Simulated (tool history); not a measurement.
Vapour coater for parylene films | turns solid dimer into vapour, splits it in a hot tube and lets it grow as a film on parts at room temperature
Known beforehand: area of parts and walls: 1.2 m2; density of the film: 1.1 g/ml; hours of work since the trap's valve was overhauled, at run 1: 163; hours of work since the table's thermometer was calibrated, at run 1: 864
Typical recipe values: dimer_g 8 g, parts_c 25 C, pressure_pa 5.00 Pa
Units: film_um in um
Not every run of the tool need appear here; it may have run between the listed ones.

run     day  dimer_g  parts_c  pressure_pa  hours of work since the trap's valve was overhauled  hours of work since the table's thermometer was calibrated  film_um
  1   0.000        8       25         5.00                                                  163                                                         864     3.95
  2   1.479        8       25         5.00                                                  185                                                         886     3.97
  3   3.146        8       25         5.00                                                  210                                                         910     3.87
  4   4.708       13       25         5.00                                                  232                                                         933     6.20
  5   6.117       13       25         4.90                                                  253                                                         954     6.21
      7.133  -- trap's valve overhauled
  6   8.788       13       25         4.90                                                   24                                                         991     6.79
  7  10.075       13       25         4.90                                                   43                                                        1009     6.78
  8  12.575       13       25         4.90                                                   80                                                        1046     6.68
  9  14.525        8       25         3.88                                                  108                                                        1075     4.11
 10  15.729        8       25         3.88                                                  126                                                        1092     4.09
 11  16.992        8       25         3.88                                                  145                                                        1111     4.05
 12  18.312        6       18         5.00                                                  164                                                        1130     4.00
 13  19.612        6       22         3.31                                                  183                                                        1149     3.53
 14  22.142        6       22         3.31                                                  220                                                        1186     3.35
 15  23.704        6       22         4.58                                                  243                                                        1209     3.33
     25.467  -- trap's valve overhauled
 16  26.150        6       37         6.51                                                   10                                                        1243     1.94
 17  27.783        4       34         5.00                                                   34                                                        1267     1.48
 18  29.012        4       34         5.00                                                   52                                                        1285     1.44
 19  30.308        6       21         2.17                                                   71                                                        1304     3.78
 20  31.488        6       21         2.17                                                   88                                                        1321     3.80
 21  34.012        8       18         2.88                                                  125                                                        1358     5.52

Alternative continuations, all from the tool just after run 21; predict every row:
  A  36.021        8       29         3.29                                                  155                                                        1388        ?
  B  36.021        8       32         5.00                                                  155                                                        1388        ?
  C  36.021        6       19         4.34                                                  155                                                        1388        ?
  D  36.021        5       24         2.88                                                  155                                                        1388        ?
  E  36.021        9       18         4.04                                                  155                                                        1388        ?

run  film_um
  A     3.62
  B     3.10
  C     3.86
  D     2.69
  E     6.04
What these runs would have given with no unlogged condition in the tool:
run  film_um
  A     3.62
  B     3.10
  C     3.86
  D     2.69
  E     6.04
